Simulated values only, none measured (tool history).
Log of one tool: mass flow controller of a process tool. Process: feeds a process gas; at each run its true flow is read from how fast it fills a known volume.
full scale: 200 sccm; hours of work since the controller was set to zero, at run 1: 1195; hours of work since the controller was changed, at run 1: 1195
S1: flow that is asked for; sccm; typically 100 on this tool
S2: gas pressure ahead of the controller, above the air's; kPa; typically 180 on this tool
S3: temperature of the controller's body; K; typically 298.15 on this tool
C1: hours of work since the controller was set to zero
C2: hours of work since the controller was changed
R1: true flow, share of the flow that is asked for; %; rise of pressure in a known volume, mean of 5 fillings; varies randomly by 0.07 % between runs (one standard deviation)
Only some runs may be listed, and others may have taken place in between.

run   hour   S1   S2      S3    C1    C2     R1
  1      0  100  180  298.15  1195  1195  99.09
  2   80.5  100  180  298.15  1234  1234  98.82
  3  130.9  100  180  298.15  1258  1258  98.72
  4  200.7  100  180  298.15  1292  1292  98.48
  5  272.8  100  180  298.15  1326  1326  98.45
  6  330.5   31  180  298.15  1354  1354  97.62
  7  402.5  100  180  298.15  1388  1388  98.25
  8    473   25  180  298.15  1422  1422  97.24
  9  542.8   56  248  299.15  1456  1456  97.05
 10  593.8   56  248  299.15  1480  1480  96.91
 11  696.3   43  143  298.15  1529  1529  97.22
 12  743.8  100  180  303.15  1552  1552  97.21
 13  834.7   96  187  295.15  1596  1596   97.6
 14  881.3   29  154  302.15  1618  1618  96.39
 15  969.4   31  208  298.15  1660  1660  96.13

What if the next run were any one of these 5? Each begins from the tool's condition after run 15:
  A  1030.4   26  148  300.15  1690  1690   ?
  B  1030.4   35  263  298.15  1690  1690   ?
  C  1030.4   47  171  295.15  1690  1690   ?
  D  1030.4   26  162  302.15  1690  1690   ?
  E  1030.4  154  274  295.15  1690  1690   ?

run     R1
  A  96.25
  B  95.78
  C  96.61
  D  95.99
  E  97.12
With the hidden condition removed and each run's random variation left untouched, the same runs would have given:
run     R1
  A  98.28
  B  97.79
  C  98.64
  D  98.01
  E  99.15
